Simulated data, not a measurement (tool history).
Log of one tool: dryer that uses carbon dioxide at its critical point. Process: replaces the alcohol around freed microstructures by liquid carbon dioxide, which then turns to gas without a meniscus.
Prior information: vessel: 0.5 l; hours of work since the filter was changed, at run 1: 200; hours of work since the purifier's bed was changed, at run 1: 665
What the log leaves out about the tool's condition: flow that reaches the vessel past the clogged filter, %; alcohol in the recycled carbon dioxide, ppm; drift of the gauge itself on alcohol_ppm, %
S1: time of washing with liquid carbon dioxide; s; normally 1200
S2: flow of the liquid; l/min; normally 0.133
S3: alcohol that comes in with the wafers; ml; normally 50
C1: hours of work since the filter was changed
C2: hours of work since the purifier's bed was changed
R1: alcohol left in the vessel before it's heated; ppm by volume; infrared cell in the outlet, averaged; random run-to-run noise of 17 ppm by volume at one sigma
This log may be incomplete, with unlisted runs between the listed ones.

run,day,S1,S2,S3,C1,C2,R1
1,0,1200,0.133,50,200,665,1407
2,0.817,1200,0.133,50,213,678,1362
3,1.575,900,0.133,50,224,690,3924
4,2.271,900,0.133,50,235,701,4055
# day 2.592: purifier's bed changed
5,3.4,900,0.133,50,251,13,3914
6,4.204,900,0.133,50,263,25,3985
7,5.525,900,0.133,50,284,46,4104
8,6.521,1200,0.133,50,299,61,1391
9,7.429,1200,0.133,50,313,75,1440
10,8.412,1200,0.133,50,329,91,1451
11,9.167,1200,0.116,50,340,102,2535
12,10.267,1200,0.133,61,358,119,1795
13,11.412,1200,0.133,50,375,137,1562
14,12.417,1200,0.098,63,391,153,5786
15,13.404,1200,0.098,63,406,168,5894
16,14.088,780,0.086,35,417,179,12057
17,14.896,1200,0.086,46,430,191,6312
18,15.717,1620,0.084,30,442,204,1802
19,16.821,1620,0.094,38,460,221,1515
20,17.621,1200,0.196,72,472,234,398
21,18.854,1200,0.196,72,491,253,415
22,19.596,900,0.152,37,503,264,2336
23,20.775,900,0.152,37,521,283,2382
24,22.154,900,0.152,37,543,304,2414
25,23.167,1200,0.134,50,558,320,1830

Below are 4 alternative next runs, each starting from the tool's condition after run 25. Predict each:
# day 23.971: inlet filter changed
A,23.971,1140,0.163,118,0,332,?
# day 23.971: inlet filter changed
B,23.971,1680,0.149,25,0,332,?
# day 23.971: inlet filter changed
C,23.971,1500,0.147,30,0,332,?
# day 23.971: inlet filter changed
D,23.971,1740,0.112,96,0,332,?

run,R1
A,1251
B,118
C,187
D,838
With no hidden state in the tool, these same runs would have given:
run,R1
A,1163
B,52
C,116
D,754
